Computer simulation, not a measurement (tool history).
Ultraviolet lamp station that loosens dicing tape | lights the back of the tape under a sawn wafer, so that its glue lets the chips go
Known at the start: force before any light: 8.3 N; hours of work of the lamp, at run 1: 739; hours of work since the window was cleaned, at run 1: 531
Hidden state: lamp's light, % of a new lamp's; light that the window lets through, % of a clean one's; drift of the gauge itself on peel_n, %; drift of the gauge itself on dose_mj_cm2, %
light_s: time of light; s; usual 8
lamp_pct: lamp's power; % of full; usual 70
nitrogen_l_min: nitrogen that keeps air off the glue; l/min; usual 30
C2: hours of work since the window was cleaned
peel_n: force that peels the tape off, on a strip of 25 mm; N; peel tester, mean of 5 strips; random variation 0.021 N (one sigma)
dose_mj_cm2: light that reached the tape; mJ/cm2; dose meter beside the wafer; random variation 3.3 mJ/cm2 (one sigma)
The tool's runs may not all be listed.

{"run": 1, "day": 0.0, "light_s": 8, "lamp_pct": 70, "nitrogen_l_min": 30, "hours of work of the lamp": 739, "C2": 531, "peel_n": 1.614, "dose_mj_cm2": 400}
{"day": 1.142, "done": "window cleaned of glue's vapour"}
{"run": 2, "day": 2.05, "light_s": 8, "lamp_pct": 70, "nitrogen_l_min": 30, "hours of work of the lamp": 764, "C2": 11, "peel_n": 1.515, "dose_mj_cm2": 422}
{"run": 3, "day": 3.292, "light_s": 8, "lamp_pct": 70, "nitrogen_l_min": 53, "hours of work of the lamp": 779, "C2": 26, "peel_n": 1.187, "dose_mj_cm2": 420}
{"run": 4, "day": 5.362, "light_s": 8, "lamp_pct": 70, "nitrogen_l_min": 53, "hours of work of the lamp": 805, "C2": 52, "peel_n": 1.17, "dose_mj_cm2": 414}
{"run": 5, "day": 6.996, "light_s": 8, "lamp_pct": 70, "nitrogen_l_min": 53, "hours of work of the lamp": 825, "C2": 72, "peel_n": 1.198, "dose_mj_cm2": 402}
{"run": 6, "day": 8.825, "light_s": 8, "lamp_pct": 70, "nitrogen_l_min": 30, "hours of work of the lamp": 847, "C2": 94, "peel_n": 1.616, "dose_mj_cm2": 406}
{"run": 7, "day": 9.979, "light_s": 8, "lamp_pct": 70, "nitrogen_l_min": 30, "hours of work of the lamp": 861, "C2": 108, "peel_n": 1.553, "dose_mj_cm2": 399}
{"run": 8, "day": 11.412, "light_s": 5, "lamp_pct": 70, "nitrogen_l_min": 30, "hours of work of the lamp": 879, "C2": 126, "peel_n": 2.898, "dose_mj_cm2": 250}
{"day": 11.971, "done": "lamp changed"}
{"run": 9, "day": 12.471, "light_s": 5, "lamp_pct": 70, "nitrogen_l_min": 30, "hours of work of the lamp": 6, "C2": 138, "peel_n": 2.269, "dose_mj_cm2": 312}
{"run": 10, "day": 14.45, "light_s": 5, "lamp_pct": 70, "nitrogen_l_min": 30, "hours of work of the lamp": 30, "C2": 163, "peel_n": 2.324, "dose_mj_cm2": 310}
{"run": 11, "day": 16.538, "light_s": 5, "lamp_pct": 70, "nitrogen_l_min": 30, "hours of work of the lamp": 56, "C2": 188, "peel_n": 2.335, "dose_mj_cm2": 305}
{"run": 12, "day": 17.721, "light_s": 5, "lamp_pct": 70, "nitrogen_l_min": 30, "hours of work of the lamp": 71, "C2": 203, "peel_n": 2.317, "dose_mj_cm2": 304}
{"run": 13, "day": 19.333, "light_s": 8, "lamp_pct": 94, "nitrogen_l_min": 30, "hours of work of the lamp": 90, "C2": 223, "peel_n": 0.64, "dose_mj_cm2": 650}
{"run": 14, "day": 20.479, "light_s": 8, "lamp_pct": 94, "nitrogen_l_min": 30, "hours of work of the lamp": 104, "C2": 237, "peel_n": 0.668, "dose_mj_cm2": 648}
{"run": 15, "day": 21.754, "light_s": 8, "lamp_pct": 94, "nitrogen_l_min": 30, "hours of work of the lamp": 120, "C2": 252, "peel_n": 0.667, "dose_mj_cm2": 641}
{"run": 16, "day": 23.8, "light_s": 8, "lamp_pct": 94, "nitrogen_l_min": 30, "hours of work of the lamp": 145, "C2": 277, "peel_n": 0.713, "dose_mj_cm2": 632}
{"run": 17, "day": 25.038, "light_s": 8, "lamp_pct": 94, "nitrogen_l_min": 30, "hours of work of the lamp": 160, "C2": 293, "peel_n": 0.684, "dose_mj_cm2": 634}
{"run": 18, "day": 26.408, "light_s": 8, "lamp_pct": 94, "nitrogen_l_min": 30, "hours of work of the lamp": 177, "C2": 309, "peel_n": 0.703, "dose_mj_cm2": 627}
{"run": 19, "day": 27.542, "light_s": 8, "lamp_pct": 94, "nitrogen_l_min": 10, "hours of work of the lamp": 191, "C2": 323, "peel_n": 1.483, "dose_mj_cm2": 626}
{"run": 20, "day": 28.658, "light_s": 8, "lamp_pct": 94, "nitrogen_l_min": 10, "hours of work of the lamp": 205, "C2": 337, "peel_n": 1.477, "dose_mj_cm2": 620}
{"run": 21, "day": 30.158, "light_s": 8, "lamp_pct": 94, "nitrogen_l_min": 10, "hours of work of the lamp": 223, "C2": 355, "peel_n": 1.466, "dose_mj_cm2": 618}
{"run": 22, "day": 31.042, "light_s": 8, "lamp_pct": 94, "nitrogen_l_min": 10, "hours of work of the lamp": 234, "C2": 366, "peel_n": 1.487, "dose_mj_cm2": 621}
{"run": 23, "day": 33.05, "light_s": 4, "lamp_pct": 93, "nitrogen_l_min": 10, "hours of work of the lamp": 259, "C2": 391, "peel_n": 3.311, "dose_mj_cm2": 304}
{"run": 24, "day": 34.758, "light_s": 16, "lamp_pct": 66, "nitrogen_l_min": 10, "hours of work of the lamp": 280, "C2": 412, "peel_n": 0.861, "dose_mj_cm2": 859}
{"run": 25, "day": 35.688, "light_s": 10, "lamp_pct": 60, "nitrogen_l_min": 30, "hours of work of the lamp": 291, "C2": 423, "peel_n": 1.183, "dose_mj_cm2": 480}
{"run": 26, "day": 36.971, "light_s": 8, "lamp_pct": 64, "nitrogen_l_min": 15, "hours of work of the lamp": 307, "C2": 439, "peel_n": 2.17, "dose_mj_cm2": 409}
{"run": 27, "day": 38.808, "light_s": 7, "lamp_pct": 98, "nitrogen_l_min": 23, "hours of work of the lamp": 329, "C2": 461, "peel_n": 1.11, "dose_mj_cm2": 542}
{"run": 28, "day": 39.804, "light_s": 6, "lamp_pct": 74, "nitrogen_l_min": 30, "hours of work of the lamp": 341, "C2": 474, "peel_n": 1.992, "dose_mj_cm2": 354}
{"run": 29, "day": 41.329, "light_s": 15, "lamp_pct": 74, "nitrogen_l_min": 30, "hours of work of the lamp": 360, "C2": 492, "peel_n": 0.353, "dose_mj_cm2": 871}
{"run": 30, "day": 42.821, "light_s": 5, "lamp_pct": 100, "nitrogen_l_min": 21, "hours of work of the lamp": 378, "C2": 511, "peel_n": 1.977, "dose_mj_cm2": 386}
{"run": 31, "day": 44.088, "light_s": 5, "lamp_pct": 100, "nitrogen_l_min": 21, "hours of work of the lamp": 394, "C2": 526, "peel_n": 2.051, "dose_mj_cm2": 387}
{"run": 32, "day": 44.992, "light_s": 13, "lamp_pct": 86, "nitrogen_l_min": 47, "hours of work of the lamp": 405, "C2": 537, "peel_n": 0.279, "dose_mj_cm2": 861}
{"day": 45.65, "done": "window cleaned of glue's vapour"}
{"run": 33, "day": 46.108, "light_s": 5, "lamp_pct": 77, "nitrogen_l_min": 30, "hours of work of the lamp": 418, "C2": 6, "peel_n": 2.295, "dose_mj_cm2": 314}
{"run": 34, "day": 47.692, "light_s": 5, "lamp_pct": 77, "nitrogen_l_min": 30, "hours of work of the lamp": 438, "C2": 25, "peel_n": 2.274, "dose_mj_cm2": 316}
{"run": 35, "day": 49.804, "light_s": 8, "lamp_pct": 70, "nitrogen_l_min": 14, "hours of work of the lamp": 464, "C2": 51, "peel_n": 1.987, "dose_mj_cm2": 451}
{"run": 36, "day": 51.883, "light_s": 5, "lamp_pct": 89, "nitrogen_l_min": 56, "hours of work of the lamp": 489, "C2": 76, "peel_n": 1.422, "dose_mj_cm2": 356}
{"run": 37, "day": 53.546, "light_s": 8, "lamp_pct": 73, "nitrogen_l_min": 57, "hours of work of the lamp": 510, "C2": 97, "peel_n": 0.892, "dose_mj_cm2": 466}
{"run": 38, "day": 54.579, "light_s": 14, "lamp_pct": 72, "nitrogen_l_min": 57, "hours of work of the lamp": 522, "C2": 110, "peel_n": 0.303, "dose_mj_cm2": 800}
{"run": 39, "day": 56.288, "light_s": 7, "lamp_pct": 65, "nitrogen_l_min": 30, "hours of work of the lamp": 543, "C2": 131, "peel_n": 1.967, "dose_mj_cm2": 355}
{"run": 40, "day": 57.992, "light_s": 8, "lamp_pct": 70, "nitrogen_l_min": 14, "hours of work of the lamp": 564, "C2": 151, "peel_n": 2.07, "dose_mj_cm2": 439}
{"run": 41, "day": 59.738, "light_s": 15, "lamp_pct": 82, "nitrogen_l_min": 29, "hours of work of the lamp": 586, "C2": 173, "peel_n": 0.31, "dose_mj_cm2": 949}

Measured less the same run without the tool's hidden state. The same run-to-run variation is in both; the gauge's scatter may not be:
run=1 peel_n=+0.588 dose_mj_cm2=-121
run=2 peel_n=+0.469 dose_mj_cm2=-98
run=3 peel_n=+0.409 dose_mj_cm2=-103
run=4 peel_n=+0.416 dose_mj_cm2=-106
run=5 peel_n=+0.437 dose_mj_cm2=-108
run=6 peel_n=+0.56 dose_mj_cm2=-112
run=7 peel_n=+0.546 dose_mj_cm2=-114
run=8 peel_n=+0.752 dose_mj_cm2=-73
run=9 peel_n=+0.105 dose_mj_cm2=-12
run=10 peel_n=+0.132 dose_mj_cm2=-15
run=11 peel_n=+0.16 dose_mj_cm2=-18
run=12 peel_n=+0.172 dose_mj_cm2=-19
run=13 peel_n=+0.086 dose_mj_cm2=-46
run=14 peel_n=+0.097 dose_mj_cm2=-50
run=15 peel_n=+0.104 dose_mj_cm2=-53
run=16 peel_n=+0.121 dose_mj_cm2=-59
run=17 peel_n=+0.124 dose_mj_cm2=-63
run=18 peel_n=+0.134 dose_mj_cm2=-67
run=19 peel_n=+0.244 dose_mj_cm2=-70
run=20 peel_n=+0.253 dose_mj_cm2=-73
run=21 peel_n=+0.262 dose_mj_cm2=-77
run=22 peel_n=+0.276 dose_mj_cm2=-81
run=23 peel_n=+0.367 dose_mj_cm2=-43
run=24 peel_n=+0.214 dose_mj_cm2=-127
run=25 peel_n=+0.276 dose_mj_cm2=-73
run=26 peel_n=+0.401 dose_mj_cm2=-66
run=27 peel_n=+0.288 dose_mj_cm2=-92
run=28 peel_n=+0.426 dose_mj_cm2=-62
run=29 peel_n=+0.094 dose_mj_cm2=-160
run=30 peel_n=+0.453 dose_mj_cm2=-75
run=31 peel_n=+0.484 dose_mj_cm2=-78
run=32 peel_n=+0.069 dose_mj_cm2=-178
run=33 peel_n=+0.344 dose_mj_cm2=-41
run=34 peel_n=+0.36 dose_mj_cm2=-43
run=35 peel_n=+0.366 dose_mj_cm2=-68
run=36 peel_n=+0.321 dose_mj_cm2=-57
run=37 peel_n=+0.244 dose_mj_cm2=-78
run=38 peel_n=+0.07 dose_mj_cm2=-140
run=39 peel_n=+0.445 dose_mj_cm2=-66
run=40 peel_n=+0.468 dose_mj_cm2=-85
run=41 peel_n=+0.08 dose_mj_cm2=-194
